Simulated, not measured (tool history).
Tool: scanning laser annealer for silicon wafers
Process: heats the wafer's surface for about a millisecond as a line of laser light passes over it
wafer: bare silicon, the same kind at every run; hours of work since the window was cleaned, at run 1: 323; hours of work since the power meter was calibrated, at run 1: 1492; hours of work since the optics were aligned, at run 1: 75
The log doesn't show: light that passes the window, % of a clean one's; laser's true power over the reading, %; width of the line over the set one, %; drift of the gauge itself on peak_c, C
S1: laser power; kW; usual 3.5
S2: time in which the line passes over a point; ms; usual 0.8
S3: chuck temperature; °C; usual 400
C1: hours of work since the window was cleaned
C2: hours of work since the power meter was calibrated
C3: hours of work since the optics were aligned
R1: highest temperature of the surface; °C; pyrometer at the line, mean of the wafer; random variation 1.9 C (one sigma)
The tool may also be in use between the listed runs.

run     day     S1     S2   S3   C1    C2    C3    R1
  1       0    3.5    0.8  400  323  1492    75  1192
  2   2.304    3.5    0.8  400  360  1529   112  1194
      3.762  -- window over the wafer cleaned
  3   5.112    3.5    0.8  423   22  1572   155  1212
  4   9.262    3.5    0.8  400   88  1639   222  1194
  5  12.796    3.5    0.8  403  144  1695   278  1200
  6  15.562    3.5    0.8  403  188  1739   322  1197
  7  19.858  3.704    0.8  400  257  1808   391  1234
  8  23.754  3.704    0.8  400  319  1870   453  1237
     27.629  -- window over the wafer cleaned
  9  28.117  3.704    0.8  400    8  1938   521  1239
 10    32.1  3.704    0.8  400   71  2002   585  1237
 11  35.542  3.124    0.8  400  126  2057   640  1115
 12  38.542  3.124    0.8  400  174  2105   688  1115
 13  41.512  3.124    0.8  400  222  2152   735  1113
 14      44  3.005  0.712  400  261  2192   775  1051
 15  46.858  3.431  0.805  394  307  2237   820  1175
 16  50.658  3.604    0.8  363  367  2298   881  1176
     51.533  -- window over the wafer cleaned
 17  54.988  3.172  0.793  412   55  2366   949  1129
 18  58.821  3.512  0.677  360  116  2427  1010  1094
 19  60.729  3.512  0.677  360  147  2457  1040  1094
 20  63.396  3.512  0.677  360  189  2500  1083  1096
 21  65.821  3.201  0.677  436  228  2539  1122  1110
 22  70.108  3.142  0.767  381  296  2607  1190  1084
 23  73.267  3.791    0.8  400  347  2657  1240  1255

Run 24 comes next. What will it give?
     75.554  -- window over the wafer cleaned
 24  75.8  3.791  0.8  400   4  2697  1280   ?

R1: 1253 °C
Without the tool's hidden state the same run would have given R1 1253 °C.
